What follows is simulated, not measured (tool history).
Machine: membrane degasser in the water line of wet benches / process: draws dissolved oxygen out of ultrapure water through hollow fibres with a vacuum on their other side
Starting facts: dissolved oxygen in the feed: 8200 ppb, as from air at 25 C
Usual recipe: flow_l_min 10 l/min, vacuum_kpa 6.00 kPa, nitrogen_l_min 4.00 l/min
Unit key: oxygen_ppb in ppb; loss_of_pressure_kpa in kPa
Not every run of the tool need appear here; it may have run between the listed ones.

run      day  flow_l_min  vacuum_kpa  nitrogen_l_min  oxygen_ppb  loss_of_pressure_kpa
  1    0.000          10        6.00            4.00       350.5                 33.47
  2    4.008          10        6.00            4.00       350.2                 33.69
  3   10.317          10        6.00            4.00       348.9                 33.54
  4   14.929          10        6.00            4.00       348.0                 33.60
  5   21.225          10        6.00            4.00       349.3                 33.77
  6   26.062          10        6.00            4.00       356.5                 33.61
  7   29.792          10        6.00            4.00       351.4                 33.67
  8   36.204          10        3.98            4.00       342.8                 33.69
  9   40.379          10        6.00            4.00       357.9                 33.48
 10   43.038          10        6.00            4.00       350.6                 33.67
 11   46.071          10        6.00            4.00       353.3                 33.79
 12   51.992          10        6.00            4.00       352.9                 33.82
 13   57.696          10        6.00            4.00       352.5                 33.73
 14   63.821          10        6.00            4.00       357.6                 33.69
 15   68.425          10        6.00            4.00       358.5                 33.59
 16   72.121          10        6.00            4.00       355.5                 33.80
 17   78.317           8        3.67            4.00       262.3                 27.03
 18   84.596           8        3.67            4.00       260.6                 26.86
 19   90.233           7        6.02            9.44       222.0                 23.45
 20   94.533           8       13.96            4.46       311.9                 27.05
 21  100.096          13        5.74            7.25       464.3                 44.16
 22  103.117          10        6.00            2.18       372.5                 33.73
 23  108.938          12       14.57            6.14       464.6                 40.64
 24  113.629          10       14.90           11.54       365.0                 33.88
 25  116.338           9       14.90            8.03       333.7                 30.52
 26  120.308           6        5.65            8.56       183.6                 20.33
 27  123.942          10        7.70            2.24       389.3                 33.79
 28  127.462          13       10.40            2.42       542.7                 43.89
 29  133.825          13       10.40            2.66       538.5                 44.20
 30  139.225          13       10.40            2.66       547.1                 43.77
 31  142.258           7       12.04            5.43       249.4                 23.83
 32  146.004           7       12.04            5.43       247.3                 23.66

Removed from this log: 1 entry logged between the listed runs. Between which two listed runs does each belong, and how does the tool's hidden state at the listed run before it compare with that at the listed run after it?
Logged between run 1 and run 2: seals of the vacuum lines changed (day 1.954)
  membrane still open, %: 99.5 -> 99.4; true pressure behind the membrane over the reading, kPa: 0.16 -> 0.17; air that leaks in behind the membrane, l/min: 0.014 -> 0.0028
  measured less the result without the state, oxygen_ppb: +7.2 -> +6.9 ppb; loss_of_pressure_kpa: +0.18 -> +0.18 kPa

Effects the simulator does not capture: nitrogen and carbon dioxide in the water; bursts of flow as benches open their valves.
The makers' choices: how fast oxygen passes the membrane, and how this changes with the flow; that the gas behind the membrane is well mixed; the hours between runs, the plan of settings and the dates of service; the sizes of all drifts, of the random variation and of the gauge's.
